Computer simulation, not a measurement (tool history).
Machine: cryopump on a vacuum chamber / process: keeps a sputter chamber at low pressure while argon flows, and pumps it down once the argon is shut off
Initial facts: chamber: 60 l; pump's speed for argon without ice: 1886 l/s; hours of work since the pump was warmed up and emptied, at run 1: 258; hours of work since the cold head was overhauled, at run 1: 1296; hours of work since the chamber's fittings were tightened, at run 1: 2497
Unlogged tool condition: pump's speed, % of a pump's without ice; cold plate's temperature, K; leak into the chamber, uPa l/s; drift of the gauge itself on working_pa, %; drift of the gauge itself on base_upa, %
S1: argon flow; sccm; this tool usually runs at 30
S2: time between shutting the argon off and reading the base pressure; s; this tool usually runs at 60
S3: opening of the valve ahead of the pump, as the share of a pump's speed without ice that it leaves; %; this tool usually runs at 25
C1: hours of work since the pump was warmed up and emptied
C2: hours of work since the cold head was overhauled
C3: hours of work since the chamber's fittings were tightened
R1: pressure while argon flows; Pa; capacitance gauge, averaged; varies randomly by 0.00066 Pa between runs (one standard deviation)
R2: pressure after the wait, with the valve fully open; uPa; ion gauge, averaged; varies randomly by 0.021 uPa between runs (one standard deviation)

run	hour	S1	S2	S3	C1	C2	C3	R1	R2
1	0	30	60	25	258	1296	2497	0.118	2.47
2	39.5	30	60	25	292	1330	2531	0.1192	2.63
# hour 83.1: pump warmed up, emptied and cooled again
3	93.1	30	60	25	9	1372	2572	0.1084	1.95
4	137.2	30	60	25	47	1410	2610	0.1089	2.15
5	179	30	60	25	83	1446	2646	0.1101	2.23
6	209.8	30	60	25	109	1473	2673	0.1112	2.29
7	232.9	21	162	34	129	1493	2693	0.0589	2.19
8	263.7	30	42	25	155	1519	2719	0.113	2.48
9	293.4	18	69	19	181	1545	2745	0.089	2.46
10	326.9	30	23	53	210	1574	2774	0.058	3.04
11	361.2	26	70	48	239	1603	2803	0.0567	2.62
12	385.3	20	253	22	260	1624	2824	0.0885	2.56

Describe how what the log doesn't record of the tool's condition differs between the last listed run preceding each entry between runs and the first listed run following it.
After run 2, before run 3: pump warmed up, emptied and cooled again (hour 83.1)
  pump's speed, % of a pump's without ice: 70 -> 98.7; cold plate's temperature, K: 12.68 -> 12.69; leak into the chamber, uPa l/s: 3107 -> 3155
  measured minus no-state result, R1: +0.0121 -> +0.0007 Pa; R2: +2.17 -> +1.55 uPa
